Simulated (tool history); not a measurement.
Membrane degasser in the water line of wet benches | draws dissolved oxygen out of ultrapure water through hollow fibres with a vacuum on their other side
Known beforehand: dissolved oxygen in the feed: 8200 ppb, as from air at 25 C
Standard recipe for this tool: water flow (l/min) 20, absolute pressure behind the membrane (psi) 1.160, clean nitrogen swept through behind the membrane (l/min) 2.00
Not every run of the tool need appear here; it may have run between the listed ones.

run	hour	water flow (l/min)	absolute pressure behind the membrane (psi)	clean nitrogen swept through behind the membrane (l/min)	dissolved oxygen in the water behind the degasser (ppb)	pressure that the water loses in the fibres (psi)
1	0.0	20	1.160	2.00	129.8	4.270
2	32.0	20	1.160	2.00	128.7	4.266
3	58.0	20	1.160	2.00	130.4	4.264
4	101.8	20	1.160	2.00	129.8	4.318
5	144.0	20	1.160	2.00	131.4	4.273
6	184.2	20	1.160	2.00	129.9	4.284
7	213.4	20	1.160	2.00	129.9	4.283
8	251.8	20	1.160	2.00	129.0	4.292
9	278.3	20	1.160	2.00	130.3	4.254
10	312.8	20	1.160	2.00	131.6	4.302
11	357.8	20	1.160	2.00	129.7	4.332
12	403.8	20	1.160	2.00	130.6	4.293
13	434.2	20	2.621	2.00	352.0	4.282
14	457.4	25	1.160	2.00	166.1	5.432
15	496.2	25	1.160	2.00	167.1	5.349
16	536.4	25	1.160	2.00	166.5	5.398
17	565.1	25	1.160	2.00	166.5	5.310
18	608.5	14	2.020	2.58	146.9	3.027
19	636.1	14	2.020	2.58	149.4	2.979
20	677.2	13	1.884	2.00	161.4	2.788
21	709.1	24	1.680	1.15	401.3	5.185
22	748.9	28	1.471	4.44	143.8	6.039
23	777.2	15	1.456	2.00	132.1	3.227
24	803.4	19	1.710	4.31	106.4	4.086
25	832.4	19	0.740	2.02	59.1	4.093
26	861.7	18	1.038	2.79	75.6	3.803

Below are 3 alternative next runs, each starting from the tool's condition after run 26. Predict each:
A	901.4	16	2.139	2.41	?	?
B	901.4	20	1.398	5.49	?	?
C	901.4	20	1.160	1.80	?	?

run	dissolved oxygen in the water behind the degasser (ppb)	pressure that the water loses in the fibres (psi)
A	192.4	3.403
B	75.5	4.279
C	142.9	4.313
With no hidden state in the tool, these same runs would have given:
run	dissolved oxygen in the water behind the degasser (ppb)	pressure that the water loses in the fibres (psi)
A	192.3	3.403
B	75.4	4.279
C	142.8	4.313

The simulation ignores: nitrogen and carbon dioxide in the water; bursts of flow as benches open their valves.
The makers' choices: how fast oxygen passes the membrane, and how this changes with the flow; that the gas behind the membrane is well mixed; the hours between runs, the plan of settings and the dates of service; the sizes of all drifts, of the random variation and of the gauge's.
